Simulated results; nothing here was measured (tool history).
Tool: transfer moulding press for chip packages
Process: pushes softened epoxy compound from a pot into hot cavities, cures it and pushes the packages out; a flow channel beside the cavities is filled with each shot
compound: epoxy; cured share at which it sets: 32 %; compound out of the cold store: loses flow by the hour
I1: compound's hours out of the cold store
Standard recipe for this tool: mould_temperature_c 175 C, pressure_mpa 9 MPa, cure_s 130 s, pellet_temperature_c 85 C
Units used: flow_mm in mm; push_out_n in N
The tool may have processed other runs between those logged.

Run 1, hour 0: usual settings; I1 12.3. Result: flow_mm 908 mm, push_out_n 243 N.
Run 2, hour 27: usual settings; I1 16.4. Result: flow_mm 886 mm, push_out_n 240 N.
Run 3, hour 40.3: usual settings; I1 37.5. Result: flow_mm 790 mm, push_out_n 250 N.
At hour 62.1: cavities cleaned with cleaning compound and waxed.
Run 4, hour 65.1: usual settings but pressure_mpa 6.96 MPa; I1 29.3. Result: flow_mm 723 mm, push_out_n 246 N.
Run 5, hour 78.4: usual settings but pressure_mpa 6.96 MPa; I1 28.2. Result: flow_mm 730 mm, push_out_n 250 N.
Run 6, hour 98.7: usual settings; I1 9.8. Result: flow_mm 920 mm, push_out_n 245 N.
Run 7, hour 114.7: usual settings; I1 20.8. Result: flow_mm 868 mm, push_out_n 259 N.
At hour 128.3: cavities cleaned with cleaning compound and waxed.
Run 8, hour 143: usual settings; I1 47.1. Result: flow_mm 741 mm, push_out_n 235 N.
Run 9, hour 169.7: usual settings; I1 37.5. Result: flow_mm 792 mm, push_out_n 241 N.
Run 10, hour 190.6: usual settings but pellet_temperature_c 89 C; I1 21.1. Result: flow_mm 865 mm, push_out_n 255 N.
At hour 194.4: cavities cleaned with cleaning compound and waxed.
Run 11, hour 215.6: usual settings but pellet_temperature_c 95 C; I1 11.7. Result: flow_mm 912 mm, push_out_n 241 N.
Run 12, hour 243.7: usual settings but pellet_temperature_c 95 C; I1 39.6. Result: flow_mm 781 mm, push_out_n 237 N.
Run 13, hour 258.1: usual settings; I1 27.7. Result: flow_mm 829 mm, push_out_n 252 N.
At hour 261.7: cavities cleaned with cleaning compound and waxed.
Run 14, hour 274.8: usual settings; I1 44.7. Result: flow_mm 760 mm, push_out_n 231 N.
Run 15, hour 303.3: usual settings but mould_temperature_c 181 C, cure_s 110 s; I1 17.5. Result: flow_mm 863 mm, push_out_n 244 N.
Run 16, hour 325: usual settings but mould_temperature_c 181 C, cure_s 110 s; I1 21.4. Result: flow_mm 853 mm, push_out_n 236 N.
At hour 328.3: cavities cleaned with cleaning compound and waxed.
Run 17, hour 354.7: usual settings but mould_temperature_c 180 C, cure_s 162 s; I1 18.3. Result: flow_mm 865 mm, push_out_n 227 N.
Run 18, hour 381.9: usual settings but mould_temperature_c 170 C, cure_s 126 s; I1 45.3. Result: flow_mm 764 mm, push_out_n 261 N.

Estimate the outcome of run 19 from the log above:
At hour 396: cavities cleaned with cleaning compound and waxed.
Run 19, hour 399.4: usual settings but mould_temperature_c 170 C, cure_s 126 s; I1 25.9. Result: flow_mm ?, push_out_n ?.

flow_mm: 862 mm
push_out_n: 287 N
Had the tool carried no hidden state, the very same run would have given flow_mm 864 mm, push_out_n 286 N.
